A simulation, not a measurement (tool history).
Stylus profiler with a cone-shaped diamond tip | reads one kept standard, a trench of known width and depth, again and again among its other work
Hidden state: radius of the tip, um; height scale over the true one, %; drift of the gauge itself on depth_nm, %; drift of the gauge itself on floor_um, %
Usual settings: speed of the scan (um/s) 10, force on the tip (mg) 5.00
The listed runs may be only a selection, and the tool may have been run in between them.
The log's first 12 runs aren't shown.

run,hour,speed of the scan (um/s),force on the tip (mg),scans with this tip,hours of work since the height scale was calibrated,depth of the trench (nm),width of the trench's floor (nm)
13,178.3,3,5.00,689,97,102.73,48710
14,187.2,16,5.00,718,101,102.73,48640
15,205.3,16,5.00,775,110,102.75,48700
16,217.3,3,5.00,814,115,102.72,48740
17,233.2,10,5.00,865,122,102.79,48710
18,248.1,10,5.00,912,129,102.73,48650
19,258.9,11,6.23,947,134,103.13,48660
20,271.4,2,9.94,987,140,104.35,48710
21,293.5,4,2.15,1058,149,101.55,48660
22,314.4,2,2.60,1125,159,101.74,48650
23,333.0,25,4.28,1184,167,102.48,48570
24,343.7,25,4.28,1218,172,102.48,48570
25,361.3,2,7.03,1275,180,103.47,48660
26,382.2,2,14.26,1342,190,105.53,48640
27,396.4,10,6.23,1387,196,103.17,48610
28,413.5,2,6.23,1442,204,103.09,48670
29,424.3,2,6.23,1477,209,103.12,48660
30,433.3,5,5.69,1505,213,102.96,48630
31,448.0,5,5.69,1552,219,102.97,48640
32,468.9,5,5.69,1619,229,102.93,48640
33,484.0,9,5.02,1668,236,102.70,48700
34,503.6,9,5.02,1731,245,102.70,48630
35,522.7,27,5.02,1792,253,102.72,48540

Here are 4 independent what-if runs from the current tool condition. What would each one return?
A,543.9,13,3.05,1860,263,?,?
B,543.9,4,6.29,1860,263,?,?
C,543.9,20,3.10,1860,263,?,?
D,543.9,5,4.73,1860,263,?,?

run,depth of the trench (nm),width of the trench's floor (nm)
A,101.94,48580
B,103.15,48660
C,101.94,48530
D,102.57,48670
Take away the tool's hidden state, keep each run's random variation, and the runs would have read:
run,depth of the trench (nm),width of the trench's floor (nm)
A,101.99,48700
B,103.21,48780
C,101.99,48650
D,102.63,48790
